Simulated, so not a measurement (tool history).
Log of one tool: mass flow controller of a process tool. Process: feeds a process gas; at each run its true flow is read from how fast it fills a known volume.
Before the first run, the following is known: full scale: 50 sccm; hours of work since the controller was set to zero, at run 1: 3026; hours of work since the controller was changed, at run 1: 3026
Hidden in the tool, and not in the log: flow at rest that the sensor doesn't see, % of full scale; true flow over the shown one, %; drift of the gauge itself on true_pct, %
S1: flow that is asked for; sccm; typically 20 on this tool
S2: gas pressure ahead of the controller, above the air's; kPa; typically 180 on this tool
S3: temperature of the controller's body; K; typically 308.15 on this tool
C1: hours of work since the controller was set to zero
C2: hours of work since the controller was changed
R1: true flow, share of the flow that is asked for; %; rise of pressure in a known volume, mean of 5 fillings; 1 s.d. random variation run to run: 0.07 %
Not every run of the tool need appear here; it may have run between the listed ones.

| run | hour | S1 | S2 | S3 | C1 | C2 | R1 |
|---|---|---|---|---|---|---|---|
| 1 | 0 | 20 | 180 | 308.15 | 3026 | 3026 | 98.47 |
| 2 | 68.6 | 20 | 180 | 308.15 | 3063 | 3063 | 98.46 |
| 3 | 120.2 | 20 | 180 | 308.15 | 3091 | 3091 | 98.5 |
| 4 | 174.9 | 20 | 180 | 308.15 | 3120 | 3120 | 98.51 |
| 5 | 218.2 | 20 | 180 | 308.15 | 3143 | 3143 | 98.54 |
| 6 | 291.7 | 20 | 180 | 308.15 | 3183 | 3183 | 98.41 |
| 7 | 390.3 | 20 | 180 | 296.15 | 3236 | 3236 | 99.44 |
| 8 | 445.2 | 49 | 270 | 302.15 | 3265 | 3265 | 100.35 |
| 9 | 515.5 | 20 | 194 | 303.15 | 3303 | 3303 | 98.97 |
| 10 | 559.8 | 6 | 194 | 312.15 | 3327 | 3327 | 98.3 |

Hidden state or all else? Some run-to-run changes of R1, split into what the settings, what came in and random variation would give without the hidden state, and what is left for the hidden state (with any gauge scatter that isn't in both results):
Run 6 -> 7: S3 308.15 -> 296.15. R1 +1.03 %: hidden state +0.09, all else +0.94.
Run 8 -> 9: S1 49 -> 20, S2 270 -> 194, S3 302.15 -> 303.15. R1 -1.38 %: hidden state +0.06, all else -1.44.

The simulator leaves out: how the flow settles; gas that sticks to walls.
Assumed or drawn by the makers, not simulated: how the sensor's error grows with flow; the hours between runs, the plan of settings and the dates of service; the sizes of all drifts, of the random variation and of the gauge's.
